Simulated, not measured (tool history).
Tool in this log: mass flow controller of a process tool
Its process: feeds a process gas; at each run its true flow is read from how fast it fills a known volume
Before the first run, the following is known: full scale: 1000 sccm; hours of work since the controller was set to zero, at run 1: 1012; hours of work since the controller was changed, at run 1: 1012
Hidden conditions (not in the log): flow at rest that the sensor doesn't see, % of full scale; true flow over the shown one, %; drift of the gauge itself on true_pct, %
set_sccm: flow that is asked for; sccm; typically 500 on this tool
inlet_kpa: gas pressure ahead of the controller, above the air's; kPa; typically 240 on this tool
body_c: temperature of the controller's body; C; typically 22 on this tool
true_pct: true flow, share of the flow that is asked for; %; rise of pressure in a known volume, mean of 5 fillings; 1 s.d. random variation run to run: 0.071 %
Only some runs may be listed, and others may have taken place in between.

run      day  set_sccm  inlet_kpa  body_c  hours of work since the controller was set to zero  hours of work since the controller was changed  true_pct
  1    0.000       500        240      22                                                1012                                            1012    100.09
  2    5.071       500        240      22                                                1070                                            1070    100.18
  3    8.079       500        240      22                                                1105                                            1105    100.17
  4   12.050       500        240      22                                                1151                                            1151    100.06
  5   16.712       500        240      22                                                1205                                            1205    100.09
  6   21.596       500        240      22                                                1261                                            1261    100.09
  7   24.221       500        240      24                                                1291                                            1291     99.95
  8   27.279       500        240      22                                                1327                                            1327    100.09
  9   30.608       500        240      38                                                1365                                            1365     99.63
 10   33.462       500        240      38                                                1398                                            1398     99.47
 11   36.954       500        240      38                                                1438                                            1438     99.60
 12   39.638       500        210      22                                                1469                                            1469     99.90
 13   42.904       500        240      34                                                1507                                            1507     99.66
 14   46.912       500        240      34                                                1553                                            1553     99.63
 15   51.342       500        240      34                                                1604                                            1604     99.69
 16   54.912       500        240      34                                                1646                                            1646     99.62
 17   59.858       500        240      34                                                1703                                            1703     99.67
 18   63.012       500        240      34                                                1739                                            1739     99.81
 19   66.571       126        240      22                                                1780                                            1780     99.94
 20   70.508       126        240      22                                                1826                                            1826     99.87
 21   75.354       126        240      22                                                1882                                            1882     99.91
 22   78.050       500        189      22                                                1913                                            1913     99.51
 23   81.583       500        189      22                                                1954                                            1954     99.77
 24   83.871       500        189      22                                                1980                                            1980     99.64
 25   88.704       500        240      40                                                2036                                            2036     99.45
 26   93.738       300        156      22                                                2094                                            2094     99.51
 27   96.129       300        156      22                                                2121                                            2121     99.44
 28   99.892       300        156      22                                                2165                                            2165     99.41
 29  105.542       130        159      25                                                2230                                            2230     99.22
 30  108.221       254        250      31                                                2261                                            2261     99.73
 31  113.867       670        175      40                                                2326                                            2326     99.15
 32  117.754       670        175      40                                                2371                                            2371     99.22
 33  121.179       670        175      40                                                2411                                            2411     99.09
 34  125.592       638        216      32                                                2462                                            2462     99.65
 35  130.879       353        240      34                                                2523                                            2523     99.64
 36  134.871       353        240      34                                                2569                                            2569     99.51
 37  138.283       353        240      34                                                2608                                            2608     99.54
 38  142.146       500        198      33                                                2653                                            2653     99.49
 39  145.521       234        173      33                                                2692                                            2692     99.04
 40  150.325       500        240      21                                                2747                                            2747    100.09
 41  155.829       500        240      21                                                2811                                            2811    100.06
 42  160.604       500        240      31                                                2866                                            2866     99.80
 43  165.192       500        240      31                                                2919                                            2919     99.78
 44  167.950       116        141      37                                                2950                                            2950     98.69
 45  170.542       116        141      37                                                2980                                            2980     98.70
 46  175.721       116        141      37                                                3040                                            3040     98.77
 47  179.912       116        141      37                                                3089                                            3089     98.71
 48  185.142       116        141      37                                                3149                                            3149     98.75
 49  190.467       885        199      37                                                3210                                            3210     99.59

Here are 3 independent what-if runs from the current tool condition. What would each one return?
  A  194.108       377        229      37                                                3252                                            3252         ?
  B  194.108       988        172      34                                                3252                                            3252         ?
  C  194.108       995        199      26                                                3252                                            3252         ?

run  true_pct
  A     99.45
  B     99.48
  C     99.93
Had the tool no hidden state, the same runs would have come out as:
run  true_pct
  A     99.44
  B     99.48
  C     99.93
